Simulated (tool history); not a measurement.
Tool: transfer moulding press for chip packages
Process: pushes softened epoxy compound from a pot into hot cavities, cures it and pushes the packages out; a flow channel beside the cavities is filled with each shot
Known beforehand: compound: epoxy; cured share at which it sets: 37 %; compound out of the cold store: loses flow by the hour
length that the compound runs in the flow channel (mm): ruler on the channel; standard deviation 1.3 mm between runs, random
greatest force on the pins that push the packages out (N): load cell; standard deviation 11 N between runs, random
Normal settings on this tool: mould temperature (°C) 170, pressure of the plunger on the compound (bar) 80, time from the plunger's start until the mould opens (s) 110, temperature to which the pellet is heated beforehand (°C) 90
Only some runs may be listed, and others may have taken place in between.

run,day,mould temperature (°C),pressure of the plunger on the compound (bar),time from the plunger's start until the mould opens (s),temperature to which the pellet is heated beforehand (°C),incoming compound's hours out of the cold store,length that the compound runs in the flow channel (mm),greatest force on the pins that push the packages out (N)
1,0,170,80,110,90,21,640,495
2,0.996,170,80,110,90,8.7,668,647
3,1.904,163,80,110,90,40.5,615,1038
# day 2.075: cavities cleaned with cleaning compound and waxed
# day 2.283: plunger's sealing rings changed
4,3.121,163,80,110,90,16.7,689,1267
5,3.988,170,80,133,90,18.3,662,738
# day 4.321: cavities cleaned with cleaning compound and waxed
6,5.075,170,80,110,97,43.6,607,605
7,5.983,170,80,110,97,30.1,630,684
# day 6.292: cavities cleaned with cleaning compound and waxed, once more
8,7.375,170,80,110,97,13.6,669,672
9,8.108,170,80,110,97,22.5,647,693
# day 8.383: cavities cleaned with cleaning compound and waxed
10,9.075,170,80,110,97,39.3,609,602
11,9.854,170,80,110,97,9.5,674,708
# day 10.496: cavities cleaned with cleaning compound and waxed
12,10.683,170,80,99,97,26.5,634,601
13,11.812,170,80,99,97,17.3,653,797
# day 12.562: cavities cleaned with cleaning compound and waxed
14,13.175,170,80,99,97,28.1,627,676
15,14.512,169,97.2,96,84,15.8,727,1013
# day 14.65: cavities cleaned with cleaning compound and waxed
16,15.362,169,97.2,96,84,14,729,829
# day 15.662: plunger's sealing rings changed
17,16.183,169,97.2,96,84,24,722,956
# day 16.833: cavities cleaned with cleaning compound and waxed
18,16.962,169,97.2,96,84,9,762,741

Run 19 comes next. What will it give?
# day 17.567: mould's thermocouples calibrated
19,17.662,168,80,133,90,8,?,?

length that the compound runs in the flow channel (mm): 691
greatest force on the pins that push the packages out (N): 534
Had the tool carried no hidden state, the very same run would have given length that the compound runs in the flow channel (mm) 696, greatest force on the pins that push the packages out (N) 443.
